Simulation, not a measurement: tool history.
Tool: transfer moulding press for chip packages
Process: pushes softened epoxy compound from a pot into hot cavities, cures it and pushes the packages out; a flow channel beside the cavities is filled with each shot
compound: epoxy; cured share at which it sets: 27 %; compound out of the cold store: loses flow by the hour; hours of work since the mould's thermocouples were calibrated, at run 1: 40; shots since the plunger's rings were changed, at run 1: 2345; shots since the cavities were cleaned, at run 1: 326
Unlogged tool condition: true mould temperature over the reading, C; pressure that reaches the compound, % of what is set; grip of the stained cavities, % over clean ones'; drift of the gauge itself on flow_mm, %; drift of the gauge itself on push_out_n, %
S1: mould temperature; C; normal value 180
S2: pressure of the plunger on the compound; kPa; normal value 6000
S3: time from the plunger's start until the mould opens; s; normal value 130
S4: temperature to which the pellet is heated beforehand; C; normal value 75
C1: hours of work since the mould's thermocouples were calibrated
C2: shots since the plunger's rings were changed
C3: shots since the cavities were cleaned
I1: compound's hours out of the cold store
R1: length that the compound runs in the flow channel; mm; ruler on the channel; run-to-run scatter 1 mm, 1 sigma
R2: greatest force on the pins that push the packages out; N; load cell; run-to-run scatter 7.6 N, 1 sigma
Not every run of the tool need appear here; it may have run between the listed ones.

run,hour,S1,S2,S3,S4,C1,C2,C3,I1,R1,R2
1,0,180,6000,130,75,40,2345,326,16.3,527,465
# hour 21.4: cavities cleaned with cleaning compound and waxed
2,25.5,180,6000,130,75,55,2559,36,8.7,544,339
3,51.4,180,6000,130,75,71,2790,267,45.5,460,445
4,64.4,180,6000,130,75,79,2906,383,25.2,503,476
# hour 77.5: plunger's sealing rings changed
# hour 81.8: cavities cleaned with cleaning compound and waxed
5,81.8,180,6000,130,75,87,25,0,33,501,324
6,101.6,180,6000,130,75,100,202,177,33.6,498,389
7,132.6,180,6000,130,75,119,479,454,33.2,498,482
# hour 140.4: cavities cleaned with cleaning compound and waxed
8,162,180,6000,130,75,136,728,193,26.2,513,413
9,193.2,180,6000,130,67,155,1006,471,38.3,485,489
# hour 197.7: cavities cleaned with cleaning compound and waxed
10,210.7,180,5270,130,75,165,1149,116,42.4,445,368
# hour 214.6: mould's thermocouples calibrated
11,242.1,180,5270,130,75,17,1411,378,27.1,476,488
# hour 257.1: cavities cleaned with cleaning compound and waxed
12,257.1,180,5270,130,75,25,1532,0,11.8,508,342
# hour 274.1: mould's thermocouples calibrated, once more
13,276.5,180,5270,130,75,2,1687,155,8.1,516,393
14,305,180,6000,130,75,19,1941,409,27.5,503,479
# hour 317.1: cavities cleaned with cleaning compound and waxed
15,319.7,180,6000,130,75,27,2059,24,22.2,513,340
16,332.5,180,6000,130,75,35,2173,138,38.6,477,380
17,354.7,187,6000,135,75,49,2371,336,14.1,519,399
# hour 374.7: cavities cleaned with cleaning compound and waxed
18,387.4,180,5030,119,74,68,2649,113,31.3,449,425
19,411.4,180,6360,165,75,83,2863,327,10.3,553,406
# hour 429.4: plunger's sealing rings changed
# hour 434.5: cavities cleaned with cleaning compound and waxed
20,438.8,180,6750,115,80,97,70,38,39.9,516,395
21,456.5,180,6000,150,75,108,228,196,37.6,491,367
22,471.5,180,6000,158,75,117,362,330,32,500,414
# hour 492.1: cavities cleaned with cleaning compound and waxed
23,492.1,180,6000,116,75,129,532,0,16.8,536,363
24,514.2,180,6000,116,75,143,730,198,21.8,522,478
25,531.7,185,4550,155,75,154,886,354,35.2,423,391
# hour 549.5: cavities cleaned with cleaning compound and waxed
26,555,185,4550,155,75,167,1081,50,44.9,403,305
27,579.8,185,4550,155,75,182,1302,271,44.3,403,372
28,595.6,179,5050,168,75,192,1443,412,34.8,453,435

Hidden condition of the tool, last listed run before each entry between runs versus first listed run after:
Between runs 1 and 2: cavities cleaned with cleaning compound and waxed (hour 21.4)
  true mould temperature over the reading, C: 0.09 -> 0.08; pressure that reaches the compound, % of what is set: 94.66 -> 94.16; grip of the stained cavities, % over clean ones': 46.2 -> 6.7
  difference, measured minus the result without the unlogged condition, R1: -15 -> -17 mm; R2: +146 -> +21 N
Between runs 4 and 5: plunger's sealing rings changed (hour 77.5); cavities cleaned with cleaning compound and waxed (hour 81.8)
  true mould temperature over the reading, C: 0.05 -> 0.04; pressure that reaches the compound, % of what is set: 93.35 -> 99.71; grip of the stained cavities, % over clean ones': 48 -> 0.6
  difference, measured minus the result without the unlogged condition, R1: -18 -> -1 mm; R2: +152 -> +2 N
Between runs 7 and 8: cavities cleaned with cleaning compound and waxed (hour 140.4)
  true mould temperature over the reading, C: 0.01 -> -0.01; pressure that reaches the compound, % of what is set: 98.75 -> 98.23; grip of the stained cavities, % over clean ones': 51.9 -> 27.5
  difference, measured minus the result without the unlogged condition, R1: -3 -> -5 mm; R2: +166 -> +90 N
Between runs 9 and 10: cavities cleaned with cleaning compound and waxed (hour 197.7)
  true mould temperature over the reading, C: -0.03 -> -0.04; pressure that reaches the compound, % of what is set: 97.58 -> 97.3; grip of the stained cavities, % over clean ones': 55.9 -> 16.3
  difference, measured minus the result without the unlogged condition, R1: -6 -> -6 mm; R2: +175 -> +51 N
Between runs 10 and 11: mould's thermocouples calibrated (hour 214.6)
  true mould temperature over the reading, C: -0.04 -> -0.07; pressure that reaches the compound, % of what is set: 97.3 -> 96.73; grip of the stained cavities, % over clean ones': 16.3 -> 46.5
  difference, measured minus the result without the unlogged condition, R1: -6 -> -8 mm; R2: +51 -> +155 N
Between runs 11 and 12: cavities cleaned with cleaning compound and waxed (hour 257.1)
  true mould temperature over the reading, C: -0.07 -> -0.08; pressure that reaches the compound, % of what is set: 96.73 -> 96.46; grip of the stained cavities, % over clean ones': 46.5 -> 0.2
  difference, measured minus the result without the unlogged condition, R1: -8 -> -9 mm; R2: +155 -> +1 N
Between runs 12 and 13: mould's thermocouples calibrated, once more (hour 274.1)
  true mould temperature over the reading, C: -0.08 -> 0.1; pressure that reaches the compound, % of what is set: 96.46 -> 96.12; grip of the stained cavities, % over clean ones': 0.2 -> 21.2
  difference, measured minus the result without the unlogged condition, R1: -9 -> -11 mm; R2: +1 -> +66 N
Between runs 14 and 15: cavities cleaned with cleaning compound and waxed (hour 317.1)
  true mould temperature over the reading, C: 0.08 -> 0.07; pressure that reaches the compound, % of what is set: 95.54 -> 95.28; grip of the stained cavities, % over clean ones': 48.2 -> 4.8
  difference, measured minus the result without the unlogged condition, R1: -12 -> -13 mm; R2: +153 -> +16 N
Between runs 17 and 18: cavities cleaned with cleaning compound and waxed (hour 374.7)
  true mould temperature over the reading, C: 0.05 -> 0.03; pressure that reaches the compound, % of what is set: 94.59 -> 93.97; grip of the stained cavities, % over clean ones': 43.4 -> 15.1
  difference, measured minus the result without the unlogged condition, R1: -15 -> -14 mm; R2: +121 -> +54 N
Between runs 19 and 20: plunger's sealing rings changed (hour 429.4); cavities cleaned with cleaning compound and waxed (hour 434.5)
  true mould temperature over the reading, C: 0.01 -> 0; pressure that reaches the compound, % of what is set: 93.49 -> 99.51; grip of the stained cavities, % over clean ones': 41.9 -> 7.8
  difference, measured minus the result without the unlogged condition, R1: -19 -> -1 mm; R2: +121 -> +29 N
Between runs 22 and 23: cavities cleaned with cleaning compound and waxed (hour 492.1)
  true mould temperature over the reading, C: -0.03 -> -0.04; pressure that reaches the compound, % of what is set: 98.88 -> 98.5; grip of the stained cavities, % over clean ones': 42.8 -> 0
  difference, measured minus the result without the unlogged condition, R1: -3 -> -4 mm; R2: +123 -> +0 N
Between runs 25 and 26: cavities cleaned with cleaning compound and waxed (hour 549.5)
  true mould temperature over the reading, C: -0.06 -> -0.08; pressure that reaches the compound, % of what is set: 97.79 -> 97.36; grip of the stained cavities, % over clean ones': 43.8 -> 10.7
  difference, measured minus the result without the unlogged condition, R1: -5 -> -5 mm; R2: +119 -> +29 N
